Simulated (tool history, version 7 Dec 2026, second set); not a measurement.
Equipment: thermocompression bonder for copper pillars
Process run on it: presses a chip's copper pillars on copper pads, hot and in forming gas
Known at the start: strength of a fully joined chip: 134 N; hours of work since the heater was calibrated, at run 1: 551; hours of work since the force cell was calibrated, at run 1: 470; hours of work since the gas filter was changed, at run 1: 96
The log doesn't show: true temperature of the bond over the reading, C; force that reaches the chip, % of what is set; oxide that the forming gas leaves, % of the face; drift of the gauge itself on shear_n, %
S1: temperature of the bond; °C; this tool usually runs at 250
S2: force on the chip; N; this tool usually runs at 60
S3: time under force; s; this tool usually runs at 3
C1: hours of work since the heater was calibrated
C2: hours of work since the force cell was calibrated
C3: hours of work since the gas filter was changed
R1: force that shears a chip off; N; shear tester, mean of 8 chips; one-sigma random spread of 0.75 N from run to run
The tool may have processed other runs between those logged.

run      day   S1  S2  S3    C1   C2  C3    R1
  1        0  250  60   3   551  470  96  46.7
       0.658  -- forming gas filter changed
  2    2.796  250  60   4   599  519  37  53.6
  3    5.925  250  60   4   653  573  91  51.8
       6.938  -- forming gas filter changed
  4    7.746  250  60   4   685  604  14  53.3
  5   11.621  277  60   3   752  672  81  67.8
      13.188  -- forming gas filter changed
  6   15.642  234  60   3   821  741  43  34.6
      19.579  -- forming gas filter changed
  7   19.658  234  60   3   891  810   1  35.9
      21.954  -- force cell calibrated
  8   21.954  250  60   3   929    0  40  46.9
  9   24.004  250  60   3   965   36  76  47.1
      26.004  -- forming gas filter changed
 10   26.917  250  60   3  1015   86  16  46.9
 11   31.025  250  60   3  1087  157  87  44.9
      32.325  -- forming gas filter changed
 12    33.85  257  60   3  1135  206  26  50.6
 13   36.908  250  60   3  1188  259  80  42.7
       38.65  -- forming gas filter changed
 14   39.462  250  60   3  1232  303  14  45.3
       40.35  -- heater calibrated with a thermocouple chip
 15   41.812  250  60   3    25  342  53  50.9
 16   44.321  250  60   3    69  386  97  50.1
      45.183  -- forming gas filter changed
 17   46.571  250  60   3   108  425  24  51.7
 18   48.462  250  60   3   141  457  57  49.5
      51.379  -- forming gas filter changed
 19    51.55  250  60   3   194  511   3  50.8
 20   53.904  250  60   3   235  552  44  49.3
      57.638  -- forming gas filter changed
 21   57.862  222  60   3   303  620   4  30.2
 22   61.488  222  60   3   366  683  67  28.6
      63.946  -- forming gas filter changed
 23   63.946  222  60   3   408  725   0  29.8
 24   66.054  261  40   6   445  762  37  56.3
 25    67.85  232  75   5   476  793  68  49.8
      70.367  -- forming gas filter changed
 26   70.783  232  40   6   527  844   7  34.8
      71.358  -- force cell calibrated
 27   74.804  274  76   2   595   60  76  68.2
      76.933  -- forming gas filter changed
 28   78.529  262  54   2   660  124  28  46.8
 29   81.492  258  66   3   711  176  79  55.4
      83.138  -- forming gas filter changed
 30    83.85  258  66   3   752  216  12  59.1
 31   87.079  250  37   2   808  272  68    27
      89.446  -- forming gas filter changed
 32   91.104  250  37   2   877  342  29  26.6
 33   94.558  250  37   2   937  402  89  25.9
      95.696  -- forming gas filter changed
 34   98.671  250  37   2  1008  473  52  26.7
 35  101.367  250  37   2  1055  520  98  25.3
     101.942  -- forming gas filter changed
 36  105.533  250  54   2  1127  592  62  33.6
     108.296  -- forming gas filter changed
 37  108.717  245  77   7  1182  647   7    67

Take each entry between the runs: how does the hidden state at the last listed run before it differ from the hidden state at the first listed run after it?
After run 1, before run 2: forming gas filter changed (day 0.658)
  true temperature of the bond over the reading, C: -4.2 -> -4.6; force that reaches the chip, % of what is set: 95.3 -> 94.9; oxide that the forming gas leaves, % of the face: 5.89 -> 2.73
  measured less the result without the state, R1: -8 -> -7.4 N
After run 3, before run 4: forming gas filter changed (day 6.938)
  true temperature of the bond over the reading, C: -5.1 -> -5.4; force that reaches the chip, % of what is set: 94.4 -> 94.1; oxide that the forming gas leaves, % of the face: 6.23 -> 1.37
  measured less the result without the state, R1: -10 -> -7.6 N
After run 5, before run 6: forming gas filter changed (day 13.188)
  true temperature of the bond over the reading, C: -5.9 -> -6.5; force that reaches the chip, % of what is set: 93.5 -> 92.8; oxide that the forming gas leaves, % of the face: 5.32 -> 3
  measured less the result without the state, R1: -11.7 -> -7.8 N
After run 6, before run 7: forming gas filter changed (day 19.579)
  true temperature of the bond over the reading, C: -6.5 -> -7.2; force that reaches the chip, % of what is set: 92.8 -> 92.1; oxide that the forming gas leaves, % of the face: 3 -> 0.64
  measured less the result without the state, R1: -7.8 -> -7.7 N
After run 7, before run 8: force cell calibrated (day 21.954)
  true temperature of the bond over the reading, C: -7.2 -> -7.5; force that reaches the chip, % of what is set: 92.1 -> 99.5; oxide that the forming gas leaves, % of the face: 0.64 -> 2.7
  measured less the result without the state, R1: -7.7 -> -7.6 N
After run 9, before run 10: forming gas filter changed (day 26.004)
  true temperature of the bond over the reading, C: -7.8 -> -8.2; force that reaches the chip, % of what is set: 99.2 -> 98.7; oxide that the forming gas leaves, % of the face: 4.53 -> 1.6
  measured less the result without the state, R1: -8.8 -> -7.7 N
After run 11, before run 12: forming gas filter changed (day 32.325)
  true temperature of the bond over the reading, C: -8.8 -> -9.2; force that reaches the chip, % of what is set: 98 -> 97.5; oxide that the forming gas leaves, % of the face: 5.82 -> 2.05
  measured less the result without the state, R1: -10.4 -> -9.7 N
After run 13, before run 14: forming gas filter changed (day 38.65)
  true temperature of the bond over the reading, C: -9.7 -> -10.1; force that reaches the chip, % of what is set: 97 -> 96.6; oxide that the forming gas leaves, % of the face: 4.9 -> 1.51
  measured less the result without the state, R1: -11 -> -10 N
After run 14, before run 15: heater calibrated with a thermocouple chip (day 40.35)
  true temperature of the bond over the reading, C: -10.1 -> -0.7; force that reaches the chip, % of what is set: 96.6 -> 96.3; oxide that the forming gas leaves, % of the face: 1.51 -> 3.86
  measured less the result without the state, R1: -10 -> -3.8 N
After run 16, before run 17: forming gas filter changed (day 45.183)
  true temperature of the bond over the reading, C: -1.1 -> -1.4; force that reaches the chip, % of what is set: 95.9 -> 95.5; oxide that the forming gas leaves, % of the face: 6.45 -> 2.13
  measured less the result without the state, R1: -5.7 -> -3.8 N
After run 18, before run 19: forming gas filter changed (day 51.379)
  true temperature of the bond over the reading, C: -1.7 -> -2.2; force that reaches the chip, % of what is set: 95.2 -> 94.7; oxide that the forming gas leaves, % of the face: 4.09 -> 0.79
  measured less the result without the state, R1: -5.1 -> -4 N
After run 20, before run 21: forming gas filter changed (day 57.638)
  true temperature of the bond over the reading, C: -2.5 -> -3.1; force that reaches the chip, % of what is set: 94.3 -> 93.6; oxide that the forming gas leaves, % of the face: 3.19 -> 0.82
  measured less the result without the state, R1: -5.7 -> -3.8 N
After run 22, before run 23: forming gas filter changed (day 63.946)
  true temperature of the bond over the reading, C: -3.7 -> -4; force that reaches the chip, % of what is set: 93 -> 92.7; oxide that the forming gas leaves, % of the face: 4.35 -> 0.62
  measured less the result without the state, R1: -5.4 -> -4.4 N
After run 25, before run 26: forming gas filter changed (day 70.367)
  true temperature of the bond over the reading, C: -4.6 -> -5.1; force that reaches the chip, % of what is set: 92 -> 91.5; oxide that the forming gas leaves, % of the face: 4.42 -> 1.08
  measured less the result without the state, R1: -9.4 -> -6.4 N
After run 26, before run 27: force cell calibrated (day 71.358)
  true temperature of the bond over the reading, C: -5.1 -> -5.7; force that reaches the chip, % of what is set: 91.5 -> 99.2; oxide that the forming gas leaves, % of the face: 1.08 -> 5.45
  measured less the result without the state, R1: -6.4 -> -9.1 N
After run 27, before run 28: forming gas filter changed (day 76.933)
  true temperature of the bond over the reading, C: -5.7 -> -6.2; force that reaches the chip, % of what is set: 99.2 -> 98.6; oxide that the forming gas leaves, % of the face: 5.45 -> 2.22
  measured less the result without the state, R1: -9.1 -> -6.2 N
After run 29, before run 30: forming gas filter changed (day 83.138)
  true temperature of the bond over the reading, C: -6.7 -> -7; force that reaches the chip, % of what is set: 98.1 -> 97.7; oxide that the forming gas leaves, % of the face: 5.4 -> 1.39
  measured less the result without the state, R1: -9.7 -> -7.9 N
After run 31, before run 32: forming gas filter changed (day 89.446)
  true temperature of the bond over the reading, C: -7.5 -> -8.1; force that reaches the chip, % of what is set: 97.2 -> 96.5; oxide that the forming gas leaves, % of the face: 4.92 -> 2.2
  measured less the result without the state, R1: -6 -> -5.7 N
After run 33, before run 34: forming gas filter changed (day 95.696)
  true temperature of the bond over the reading, C: -8.6 -> -9.2; force that reaches the chip, % of what is set: 95.9 -> 95.2; oxide that the forming gas leaves, % of the face: 5.35 -> 3.66
  measured less the result without the state, R1: -7.1 -> -6.9 N
After run 35, before run 36: forming gas filter changed (day 101.942)
  true temperature of the bond over the reading, C: -9.6 -> -10.3; force that reaches the chip, % of what is set: 94.8 -> 94.1; oxide that the forming gas leaves, % of the face: 6.7 -> 4.11
  measured less the result without the state, R1: -8 -> -10.2 N
After run 36, before run 37: forming gas filter changed (day 108.296)
  true temperature of the bond over the reading, C: -10.3 -> -10.7; force that reaches the chip, % of what is set: 94.1 -> 93.6; oxide that the forming gas leaves, % of the face: 4.11 -> 0.95
  measured less the result without the state, R1: -10.2 -> -14.2 N

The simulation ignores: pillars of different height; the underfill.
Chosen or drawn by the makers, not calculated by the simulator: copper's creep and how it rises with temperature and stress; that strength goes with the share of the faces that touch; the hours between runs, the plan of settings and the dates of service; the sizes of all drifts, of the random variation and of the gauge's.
